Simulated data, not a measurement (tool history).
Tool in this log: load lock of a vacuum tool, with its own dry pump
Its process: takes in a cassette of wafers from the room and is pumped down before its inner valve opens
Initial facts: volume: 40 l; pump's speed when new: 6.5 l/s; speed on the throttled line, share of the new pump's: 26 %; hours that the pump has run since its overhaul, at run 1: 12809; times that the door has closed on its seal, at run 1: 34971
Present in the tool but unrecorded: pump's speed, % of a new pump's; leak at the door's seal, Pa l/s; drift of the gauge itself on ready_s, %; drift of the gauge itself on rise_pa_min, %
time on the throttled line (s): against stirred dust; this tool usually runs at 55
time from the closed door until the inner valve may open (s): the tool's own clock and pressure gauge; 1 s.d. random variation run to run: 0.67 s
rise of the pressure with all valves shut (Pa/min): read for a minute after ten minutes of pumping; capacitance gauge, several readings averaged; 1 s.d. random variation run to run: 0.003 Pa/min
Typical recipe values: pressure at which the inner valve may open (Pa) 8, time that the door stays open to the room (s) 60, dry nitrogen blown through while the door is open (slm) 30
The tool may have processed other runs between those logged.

run	day	time on the throttled line (s)	pressure at which the inner valve may open (Pa)	time that the door stays open to the room (s)	dry nitrogen blown through while the door is open (slm)	hours that the pump has run since its overhaul	times that the door has closed on its seal	incoming humidity of the room's air, %	time from the closed door until the inner valve may open (s)	rise of the pressure with all valves shut (Pa/min)
1	0.000	55	8	60	30	12809	34971	45.4	102.6	0.616
# day 14.188: door's seal changed, seat wiped
2	20.988	55	8	60	5	13311	605	45.8	103.4	0.040
3	43.192	55	8	60	30	13844	2579	47.9	103.4	0.027
4	56.546	55	8	60	30	14165	3766	46.7	105.4	0.044
5	78.946	55	8	60	30	14702	5758	41.8	104.1	0.057
6	98.662	55	8	60	30	15175	7511	46.9	103.3	0.072
7	116.288	55	8	60	5	15598	9078	44.7	104.4	0.103
8	128.771	55	11	60	30	15898	10188	48.4	102.2	0.103
9	146.267	55	11	60	31	16318	11743	47.2	102.1	0.113
10	163.004	55	11	60	31	16720	13231	47.5	101.6	0.139
11	176.742	55	8	76	30	17049	14453	42.7	104.8	0.160
12	194.817	55	15	60	30	17483	16060	46.8	99.3	0.180
13	209.421	85	8	60	30	17834	17358	45.4	125.3	0.195
14	223.662	55	8	60	30	18175	18625	45.3	106.8	0.214
15	237.688	55	8	60	30	18512	19871	45.9	105.5	0.245
16	250.046	55	13	60	30	18809	20970	44.0	102.5	0.259
17	273.117	55	6	60	20	19362	23022	46.9	107.3	0.300
18	292.004	55	6	60	20	19816	24701	47.4	106.6	0.343
19	310.450	55	15	60	28	20258	26341	47.1	100.6	0.372
20	328.833	45	13	60	30	20699	27975	47.1	95.5	0.404
21	347.304	45	13	60	30	21143	29618	46.2	94.6	0.456
22	358.325	45	13	60	30	21407	30597	43.4	95.9	0.473
23	382.458	45	13	147	30	21987	32743	43.2	96.4	0.548
24	399.525	65	13	147	30	22396	34260	47.2	110.1	0.571
25	411.879	65	13	147	30	22693	35359	42.8	110.4	0.601
# day 421.025: door's seal changed, seat wiped
26	435.058	38	8	60	30	23247	1248	42.1	94.7	0.015
# day 452.362: dry pump taken out, an overhauled one fitted
27	452.362	54	8	28	4	0	2764	45.4	100.6	0.033
28	466.138	54	8	28	4	331	3989	45.1	98.9	0.045
29	489.288	54	8	28	4	886	6047	46.9	100.1	0.063
30	513.275	54	8	28	4	1462	8180	42.6	100.4	0.081
31	534.767	90	12	28	4	1978	10091	46.2	123.1	0.106
32	551.767	104	8	50	30	2386	11602	47.7	136.2	0.115

Measured minus without-hidden-state, run by run (identical run-to-run variation in each term; gauge scatter may differ):
run	time from the closed door until the inner valve may open (s)	rise of the pressure with all valves shut (Pa/min)
1	+4.0	+0.605
2	+4.2	+0.005
3	+4.3	+0.017
4	+4.5	+0.025
5	+4.7	+0.041
6	+4.8	+0.056
7	+4.9	+0.071
8	+4.8	+0.087
9	+5.0	+0.101
10	+5.1	+0.122
11	+5.5	+0.141
12	+5.0	+0.167
13	+4.8	+0.184
14	+5.9	+0.206
15	+6.0	+0.229
16	+5.7	+0.248
17	+6.6	+0.283
18	+6.7	+0.322
19	+5.9	+0.360
20	+6.6	+0.390
21	+6.7	+0.439
22	+6.9	+0.461
23	+7.2	+0.524
24	+6.6	+0.550
25	+6.7	+0.575
26	+8.4	+0.007
27	+0.9	+0.015
28	+1.0	+0.023
29	+1.2	+0.042
30	+1.3	+0.063
31	+1.1	+0.084
32	+1.1	+0.103
